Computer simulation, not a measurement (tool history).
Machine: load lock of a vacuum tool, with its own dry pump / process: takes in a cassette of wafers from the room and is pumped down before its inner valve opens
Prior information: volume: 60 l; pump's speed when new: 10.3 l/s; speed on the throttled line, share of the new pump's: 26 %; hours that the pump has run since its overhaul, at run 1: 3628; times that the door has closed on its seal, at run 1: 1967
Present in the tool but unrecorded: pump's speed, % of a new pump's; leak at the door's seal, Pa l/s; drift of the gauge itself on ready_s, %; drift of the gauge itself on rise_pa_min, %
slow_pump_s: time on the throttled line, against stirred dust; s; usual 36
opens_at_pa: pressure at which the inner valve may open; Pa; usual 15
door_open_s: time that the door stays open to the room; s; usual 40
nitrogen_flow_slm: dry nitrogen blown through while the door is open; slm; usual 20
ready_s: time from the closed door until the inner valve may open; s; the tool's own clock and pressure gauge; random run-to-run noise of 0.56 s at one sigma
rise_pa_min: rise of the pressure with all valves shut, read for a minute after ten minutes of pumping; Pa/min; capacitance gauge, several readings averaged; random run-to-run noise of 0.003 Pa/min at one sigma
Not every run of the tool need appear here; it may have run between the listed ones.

run    hour  slow_pump_s  opens_at_pa  door_open_s  nitrogen_flow_slm  hours that the pump has run since its overhaul  times that the door has closed on its seal  incoming humidity of the room's air, %  ready_s  rise_pa_min
  1     0.0           36           15           40                 20                                            3628                                        1967                                    45.5     81.2        0.038
  2   222.0           36           15           40                 20                                            3850                                        2246                                    47.7     81.3        0.035
  3   538.1           36           15           40                 20                                            4166                                        2643                                    41.5     80.6        0.043
  4   827.1           36           15           40                 33                                            4455                                        3007                                    48.5     80.3        0.040
  5  1107.0           36           15           40                 33                                            4735                                        3358                                    44.8     81.1        0.038
  6  1441.4           36           15           40                 33                                            5070                                        3779                                    48.1     80.5        0.045
  7  1822.8           36           15           40                 33                                            5451                                        4258                                    43.9     82.5        0.045
  8  2163.5           36           15           40                 33                                            5792                                        4686                                    44.5     82.5        0.053
  9  2375.7           36           15           40                 33                                            6004                                        4953                                    43.4     83.4        0.053
 10  2708.0           36           15           36                 20                                            6336                                        5370                                    48.0     83.8        0.065
 11  2863.8           36           15           36                 20                                            6492                                        5566                                    43.4     83.8        0.062
 12  3071.1           36           15           36                 20                                            6699                                        5827                                    42.9     84.0        0.066
 13  3397.8           36           15           36                 20                                            7026                                        6237                                    44.2     83.6        0.071
 14  3728.9           36           15           36                 20                                            7357                                        6653                                    43.1     83.4        0.076
 15  3910.4           36           15           36                 20                                            7539                                        6881                                    44.3     84.1        0.075
 16  4287.1           36           15           36                 20                                            7915                                        7355                                    43.5     84.0        0.079
 17  4575.5           36           15           36                 20                                            8204                                        7717                                    48.1     84.8        0.086
 18  4777.6           36           15           36                 20                                            8406                                        7971                                    46.1     85.2        0.092
 19  5065.7           68           15           91                 16                                            8694                                        8333                                    44.7    107.3        0.112
 20  5425.8           68           15           91                 16                                            9054                                        8786                                    41.1    108.8        0.113
 21  5663.0           68           15           91                 16                                            9291                                        9084                                    48.5    108.2        0.119
 22  6047.2           33           15           34                 16                                            9675                                        9567                                    44.9     85.0        0.111
 23  6389.0           33           15           34                 16                                           10017                                        9996                                    42.5     84.1        0.122
 24  6716.5           33           21          222                 16                                           10345                                       10408                                    43.5     82.8        0.150
 25  6900.6           36           15          103                 20                                           10529                                       10639                                    48.8     86.3        0.141
 26  7217.7           48           25          103                 20                                           10846                                       11038                                    44.5     90.6        0.142
 27  7477.7           31           10          194                  6                                           11106                                       11364                                    45.0     86.7        0.184
 28  7793.8           25           17          194                  6                                           11422                                       11762                                    46.5     79.0        0.188
 29  8107.2           25           17          194                  6                                           11735                                       12156                                    48.1     80.5        0.197
 30  8470.7           38           12           49                 17                                           12099                                       12612                                    43.5     91.8        0.158
 31  8666.5           38           12           49                 17                                           12295                                       12858                                    45.0     92.2        0.160
 32  8892.8           69           18           40                 20                                           12521                                       13143                                    46.4    111.0        0.162
 33  9159.4           36           12           40                 19                                           12788                                       13478                                    43.6     91.1        0.170
 34  9472.9           41           11          174                 27                                           13101                                       13872                                    44.8     94.6        0.196
 35  9636.7           41           12           50                 27                                           13265                                       14078                                    46.9     96.5        0.181
 36  9802.3           67           15           40                 20                                           13430                                       14286                                    45.6    111.2        0.183

Consider 5 possible next runs. They are alternatives, not a sequence: every one starts from the tool as it was left by run 36. What does each give?
  A  10122.4           36           15          114                  4                                           13751                                       14688                                    44.9        ?            ?
  B  10122.4           67           19           40                 20                                           13751                                       14688                                    42.2        ?            ?
  C  10122.4           35           27           77                 20                                           13751                                       14688                                    45.0        ?            ?
  D  10122.4           26           16           40                 26                                           13751                                       14688                                    46.6        ?            ?
  E  10122.4           19           16           40                 20                                           13751                                       14688                                    46.6        ?            ?

run  ready_s  rise_pa_min
  A     90.9        0.230
  B    110.1        0.189
  C     84.9        0.196
  D     83.9        0.184
  E     79.5        0.190
With the hidden condition removed and each run's random variation left untouched, the same runs would have given:
run  ready_s  rise_pa_min
  A     78.8        0.061
  B    100.6        0.022
  C     73.9        0.030
  D     71.1        0.017
  E     66.2        0.024
